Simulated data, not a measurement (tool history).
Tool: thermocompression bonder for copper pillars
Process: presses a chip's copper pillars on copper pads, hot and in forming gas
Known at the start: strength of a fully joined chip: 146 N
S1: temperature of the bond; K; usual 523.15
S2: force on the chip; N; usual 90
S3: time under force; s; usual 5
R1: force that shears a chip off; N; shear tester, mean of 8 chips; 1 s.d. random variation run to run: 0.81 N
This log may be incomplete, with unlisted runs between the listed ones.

run    hour      S1   S2  S3    R1
  1     0.0  523.15   90   5  61.7
  2    58.1  523.15   90   5  62.7
  3   101.3  523.15   90   5  64.6
  4   139.0  515.15   90   5  58.9
  5   170.4  515.15   90   4  53.3
  6   217.0  549.15   90   5  80.9
  7   271.9  549.15   90   5  80.7
  8   315.5  526.15   90   5  66.8
      323.7  -- forming gas filter changed
  9   367.7  523.15   90   5  63.1
 10   429.7  523.15   90   5  63.8
 11   489.8  523.15   90   5  65.0
 12   546.7  538.15   90   5  72.6
 13   597.8  541.15   90   5  75.1
 14   635.8  523.15   90   5  64.5
 15   684.5  523.15   90   5  63.0
 16   715.4  523.15   90   5  63.0
 17   756.2  523.15  112   5  72.4
      775.9  -- forming gas filter changed
 18   811.9  523.15   90   5  63.4
 19   868.0  523.15   90   5  63.2
 20   915.6  530.15   90   5  67.9
 21   959.8  530.15   90   5  69.1
 22   984.6  530.15   90   5  67.4
 23  1024.4  530.15   90   5  68.2
 24  1068.4  523.15  133   5  80.8
 25  1097.4  515.15   90  14  82.9
 26  1136.8  503.15   90   6  54.2
 27  1164.1  536.15  103   4  71.4
     1188.6  -- force cell calibrated
 28  1221.6  536.15   88   9  87.2
     1230.0  -- forming gas filter changed
 29  1262.6  536.15   88   9  87.2
 30  1300.3  536.15   88   9  86.4
 31  1359.0  497.15   56   5  33.7
 32  1417.2  496.15   56   5  32.6
 33  1473.4  496.15   56   5  34.4
 34  1518.1  498.15  111   6  59.3
 35  1577.0  498.15   62   6  39.4
 36  1631.6  498.15   62   6  39.4
     1680.9  -- forming gas filter changed
 37  1682.2  523.15   62   7  57.8
 38  1734.0  523.15   62   7  57.1
 39  1762.7  540.15  112   5  85.1

What if the next run were any one of these 5? Each begins from the tool's condition after run 39:
  A  1821.9  522.15   61   9   ?
  B  1821.9  533.15  100   3   ?
  C  1821.9  551.15   90   5   ?
  D  1821.9  517.15   57   5   ?
  E  1821.9  511.15   73   6   ?

run    R1
  A  61.1
  B  61.2
  C  81.6
  D  43.6
  E  52.4
Without the tool's unlogged condition, the same runs would have read:
run    R1
  A  61.4
  B  61.5
  C  81.9
  D  43.9
  E  52.7
